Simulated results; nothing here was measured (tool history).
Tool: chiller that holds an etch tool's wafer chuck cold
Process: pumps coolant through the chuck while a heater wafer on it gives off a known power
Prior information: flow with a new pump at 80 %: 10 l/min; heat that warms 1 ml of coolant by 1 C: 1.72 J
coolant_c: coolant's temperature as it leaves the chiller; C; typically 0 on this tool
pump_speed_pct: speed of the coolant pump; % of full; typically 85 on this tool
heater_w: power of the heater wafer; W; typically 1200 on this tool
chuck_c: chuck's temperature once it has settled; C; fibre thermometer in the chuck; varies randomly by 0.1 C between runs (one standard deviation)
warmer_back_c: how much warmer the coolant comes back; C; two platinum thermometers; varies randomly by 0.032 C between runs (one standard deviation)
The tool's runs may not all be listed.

run    hour  coolant_c  pump_speed_pct  heater_w  chuck_c  warmer_back_c
  1     0.0          0              85      1200     13.8           3.96
  2    56.6          0              85      1200     13.7           3.95
  3    92.0          0              85      1200     13.8           3.92
  4   163.5          0              85      1601     18.3           5.32
  5   244.1         -6              85      1200      7.7           4.00
  6   297.8         -6              85      1200      7.6           4.04
  7   336.4          0              85      1200     13.6           4.04
  8   375.4          0              85      1200     13.7           4.03
  9   439.1          0              85      1200     13.9           3.97
 10   488.1          8              85      1200     22.0           3.99
 11   559.4          2              85      1200     15.8           4.02
 12   618.9          2              85      1200     15.9           4.05
 13   681.4          0              96      1200     12.9           3.51
 14   749.7          0              75      1200     15.0           4.66
 15   811.1          0              75      1200     14.8           4.69
 16   875.4          0              75      1200     15.0           4.60
 17   933.8          0              75      1200     14.8           4.67
 18   983.2         -9              65      1336      8.7           5.92
 19  1056.0          9              70      1783     32.0           7.39
 20  1094.0          9              70      1783     31.8           7.39
 21  1145.2          9              70      1783     31.9           7.35
 22  1217.0          2              70      1783     24.9           7.34
 23  1268.1          2              69       856     13.1           3.73
 24  1306.4          2              69       856     13.3           3.75
 25  1384.0          5              69      1783     28.2           7.47
 26  1444.3         -7              92      1422      8.6           4.53
 27  1507.7         -7              92      1422      8.6           4.52
 28  1553.8          0              64      1422     19.4           6.52
 29  1612.8         -2              87      1082     10.2           3.72
 30  1689.7         -2              87      1082     10.5           3.71
 31  1744.0         -1              69      1200     14.4           5.20
 32  1781.8         -4              92      1087      7.9           3.54

Withheld: 1 entry from between the runs. Position of each, and hidden state at the listed run before versus the listed run after:
Runs 30 to 31: chiller's thermometer calibrated (hour 1738.0)
  heat passed by the chuck's channels, % of clean ones': 99.9 -> 99.8; coolant's true temperature over the reading, C: 0.01 -> 0; drift of the gauge itself on warmer_back_c, C: 0.27 -> 0.28
  measured minus no-state result, warmer_back_c: +0.28 -> +0.28 C
